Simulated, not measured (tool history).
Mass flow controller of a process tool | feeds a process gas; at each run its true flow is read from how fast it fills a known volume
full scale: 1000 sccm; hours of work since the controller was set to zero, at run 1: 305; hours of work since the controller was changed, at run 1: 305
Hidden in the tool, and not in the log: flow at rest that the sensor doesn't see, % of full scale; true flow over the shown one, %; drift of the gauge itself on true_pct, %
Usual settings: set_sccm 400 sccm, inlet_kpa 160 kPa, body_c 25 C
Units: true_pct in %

run     day  set_sccm  inlet_kpa  body_c  hours of work since the controller was set to zero  hours of work since the controller was changed  true_pct
  1   0.000       400        160      25                                                 305                                             305     99.35
  2   1.533       400        160      25                                                 333                                             333     99.31
  3   4.142       400        160      27                                                 381                                             381     99.36
  4   5.821       400        160      27                                                 412                                             412     99.40
  5   9.017       400        160      27                                                 471                                             471     99.26
  6  10.542       400        271      25                                                 499                                             499     99.02
  7  12.496       400        179      25                                                 535                                             535     98.99
     12.700  -- controller's zero set anew
  8  15.729       400        206      25                                                  56                                             594     98.91
  9  19.346       137        160      26                                                 122                                             660     98.18
 10  21.171       267        160      22                                                 156                                             694     98.59
 11  24.442       267        160      22                                                 216                                             754     98.64
 12  27.712       711        166      21                                                 276                                             814     99.26
     30.183  -- controller's zero set anew, once more
 13  30.183       711        166      21                                                   0                                             859     99.23
 14  32.292       116        234      21                                                  39                                             898     98.23

How the hidden state differs across the entries between the runs, from the last listed run before each to the first after it:
Between runs 7 and 8: controller's zero set anew (day 12.700)
  flow at rest that the sensor doesn't see, % of full scale: -0.085 -> -0.122; true flow over the shown one, %: -0.2 -> -0.22
  measured less the result without the state, true_pct: -0.41 -> -0.53 %
Between runs 12 and 13: controller's zero set anew, once more (day 30.183)
  flow at rest that the sensor doesn't see, % of full scale: -0.147 -> -0.05; true flow over the shown one, %: -0.32 -> -0.33
  measured less the result without the state, true_pct: -0.52 -> -0.40 %

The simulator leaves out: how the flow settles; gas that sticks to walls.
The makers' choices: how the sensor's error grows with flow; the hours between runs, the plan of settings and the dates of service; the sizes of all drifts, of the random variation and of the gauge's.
